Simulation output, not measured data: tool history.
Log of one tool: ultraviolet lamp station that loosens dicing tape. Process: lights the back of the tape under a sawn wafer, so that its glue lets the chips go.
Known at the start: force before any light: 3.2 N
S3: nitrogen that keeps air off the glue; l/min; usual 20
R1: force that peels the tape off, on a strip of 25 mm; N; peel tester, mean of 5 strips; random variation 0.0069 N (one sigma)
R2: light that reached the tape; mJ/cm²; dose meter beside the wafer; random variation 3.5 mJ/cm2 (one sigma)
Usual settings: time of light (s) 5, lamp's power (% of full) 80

{"run": 1, "day": 0.0, "time of light (s)": 5, "lamp's power (% of full)": 80, "S3": 20, "R1": 0.27, "R2": 505}
{"day": 0.3, "done": "window cleaned of glue's vapour"}
{"run": 2, "day": 3.671, "time of light (s)": 5, "lamp's power (% of full)": 80, "S3": 20, "R1": 0.241, "R2": 545}
{"run": 3, "day": 7.2, "time of light (s)": 6, "lamp's power (% of full)": 80, "S3": 20, "R1": 0.223, "R2": 648}
{"run": 4, "day": 9.046, "time of light (s)": 6, "lamp's power (% of full)": 80, "S3": 20, "R1": 0.217, "R2": 642}
{"run": 5, "day": 12.446, "time of light (s)": 6, "lamp's power (% of full)": 80, "S3": 20, "R1": 0.229, "R2": 624}
{"run": 6, "day": 15.642, "time of light (s)": 6, "lamp's power (% of full)": 80, "S3": 20, "R1": 0.227, "R2": 630}
{"run": 7, "day": 19.004, "time of light (s)": 5, "lamp's power (% of full)": 88, "S3": 20, "R1": 0.237, "R2": 561}
{"run": 8, "day": 20.596, "time of light (s)": 5, "lamp's power (% of full)": 88, "S3": 20, "R1": 0.245, "R2": 555}

Forecast run 9:
{"run": 9, "day": 23.825, "time of light (s)": 5, "lamp's power (% of full)": 88, "S3": 20, "R1": "?", "R2": "?"}

R1: 0.238 N
R2: 549 mJ/cm²
Without the tool's hidden state the same run would have given R1 0.22 N, R2 617 mJ/cm².
